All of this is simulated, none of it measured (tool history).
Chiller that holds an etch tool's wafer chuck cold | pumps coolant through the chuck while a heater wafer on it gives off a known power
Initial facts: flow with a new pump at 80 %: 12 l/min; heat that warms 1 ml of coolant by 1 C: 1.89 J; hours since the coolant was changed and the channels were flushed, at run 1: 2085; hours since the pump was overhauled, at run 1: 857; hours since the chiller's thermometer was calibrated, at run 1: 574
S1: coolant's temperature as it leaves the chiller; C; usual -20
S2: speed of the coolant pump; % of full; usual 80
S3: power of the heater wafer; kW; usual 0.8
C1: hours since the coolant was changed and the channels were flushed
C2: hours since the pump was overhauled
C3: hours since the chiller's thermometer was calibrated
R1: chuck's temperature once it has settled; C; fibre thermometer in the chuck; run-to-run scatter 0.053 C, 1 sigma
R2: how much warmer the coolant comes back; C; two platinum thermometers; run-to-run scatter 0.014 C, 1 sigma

{"run": 1, "hour": 0.0, "S1": -20, "S2": 80, "S3": 0.8, "C1": 2085, "C2": 857, "C3": 574, "R1": -13.73, "R2": 2.13}
{"run": 2, "hour": 22.7, "S1": -20, "S2": 80, "S3": 0.8, "C1": 2107, "C2": 880, "C3": 597, "R1": -13.61, "R2": 2.15}
{"run": 3, "hour": 42.8, "S1": -20, "S2": 63, "S3": 0.8, "C1": 2128, "C2": 900, "C3": 617, "R1": -12.55, "R2": 2.76}
{"run": 4, "hour": 68.8, "S1": -20, "S2": 73, "S3": 0.8, "C1": 2154, "C2": 926, "C3": 643, "R1": -13.34, "R2": 2.37}
{"run": 5, "hour": 97.8, "S1": -20, "S2": 80, "S3": 0.8, "C1": 2183, "C2": 955, "C3": 672, "R1": -13.63, "R2": 2.14}
{"run": 6, "hour": 124.5, "S1": -20, "S2": 85, "S3": 0.8, "C1": 2209, "C2": 981, "C3": 699, "R1": -14, "R2": 1.99}
{"run": 7, "hour": 149.1, "S1": -20, "S2": 80, "S3": 0.448, "C1": 2234, "C2": 1006, "C3": 723, "R1": -16.45, "R2": 1.22}
{"run": 8, "hour": 171.4, "S1": -20, "S2": 80, "S3": 0.478, "C1": 2256, "C2": 1028, "C3": 746, "R1": -16.33, "R2": 1.26}
{"run": 9, "hour": 194.7, "S1": -20, "S2": 78, "S3": 0.8, "C1": 2279, "C2": 1052, "C3": 769, "R1": -13.58, "R2": 2.19}
{"run": 10, "hour": 223.2, "S1": -20, "S2": 95, "S3": 0.8, "C1": 2308, "C2": 1080, "C3": 797, "R1": -14.33, "R2": 1.77}
{"run": 11, "hour": 247.9, "S1": -20, "S2": 95, "S3": 0.8, "C1": 2333, "C2": 1105, "C3": 822, "R1": -14.35, "R2": 1.77}
{"run": 12, "hour": 267.7, "S1": -20, "S2": 95, "S3": 0.8, "C1": 2352, "C2": 1125, "C3": 842, "R1": -14.3, "R2": 1.76}
{"run": 13, "hour": 290.9, "S1": -20, "S2": 95, "S3": 0.8, "C1": 2376, "C2": 1148, "C3": 865, "R1": -14.39, "R2": 1.77}
{"run": 14, "hour": 315.8, "S1": -20, "S2": 95, "S3": 0.8, "C1": 2400, "C2": 1173, "C3": 890, "R1": -14.35, "R2": 1.78}
{"run": 15, "hour": 336.1, "S1": -20, "S2": 95, "S3": 0.8, "C1": 2421, "C2": 1193, "C3": 910, "R1": -14.33, "R2": 1.79}
{"run": 16, "hour": 363.9, "S1": -20, "S2": 79, "S3": 0.8, "C1": 2449, "C2": 1221, "C3": 938, "R1": -13.65, "R2": 2.17}
{"run": 17, "hour": 398.6, "S1": -20, "S2": 88, "S3": 1.139, "C1": 2483, "C2": 1255, "C3": 973, "R1": -11.49, "R2": 2.74}
{"run": 18, "hour": 423.5, "S1": -13, "S2": 72, "S3": 0.578, "C1": 2508, "C2": 1280, "C3": 998, "R1": -8.21, "R2": 1.74}
{"run": 19, "hour": 444.1, "S1": -20, "S2": 68, "S3": 1.018, "C1": 2529, "C2": 1301, "C3": 1018, "R1": -10.94, "R2": 3.27}
{"run": 20, "hour": 467.2, "S1": -20, "S2": 80, "S3": 0.645, "C1": 2552, "C2": 1324, "C3": 1041, "R1": -14.88, "R2": 1.74}
{"run": 21, "hour": 501.8, "S1": -12, "S2": 69, "S3": 0.489, "C1": 2586, "C2": 1359, "C3": 1076, "R1": -7.64, "R2": 1.55}
{"run": 22, "hour": 526.6, "S1": -12, "S2": 92, "S3": 1.12, "C1": 2611, "C2": 1384, "C3": 1101, "R1": -3.83, "R2": 2.58}
{"run": 23, "hour": 555.4, "S1": -25, "S2": 72, "S3": 1.017, "C1": 2640, "C2": 1412, "C3": 1130, "R1": -16.26, "R2": 3.05}
{"run": 24, "hour": 585.7, "S1": -11, "S2": 80, "S3": 0.8, "C1": 2670, "C2": 1443, "C3": 1160, "R1": -4.61, "R2": 2.15}
{"run": 25, "hour": 616.7, "S1": -14, "S2": 89, "S3": 0.8, "C1": 2701, "C2": 1474, "C3": 1191, "R1": -8.1, "R2": 1.91}
{"run": 26, "hour": 645.2, "S1": -14, "S2": 89, "S3": 0.8, "C1": 2730, "C2": 1502, "C3": 1219, "R1": -8.02, "R2": 1.92}
{"run": 27, "hour": 664.6, "S1": -14, "S2": 89, "S3": 0.8, "C1": 2749, "C2": 1522, "C3": 1239, "R1": -8.11, "R2": 1.91}
{"run": 28, "hour": 687.5, "S1": -22, "S2": 71, "S3": 0.879, "C1": 2772, "C2": 1544, "C3": 1262, "R1": -14.37, "R2": 2.69}

Forecast run 29:
{"run": 29, "hour": 713.1, "S1": -22, "S2": 71, "S3": 0.879, "C1": 2798, "C2": 1570, "C3": 1287, "R1": "?", "R2": "?"}

{"run 29": {"R1": -14.31, "R2": 2.72}}
Without the tool's hidden state the same run would have given R1 -15.02 C, R2 2.66 C.
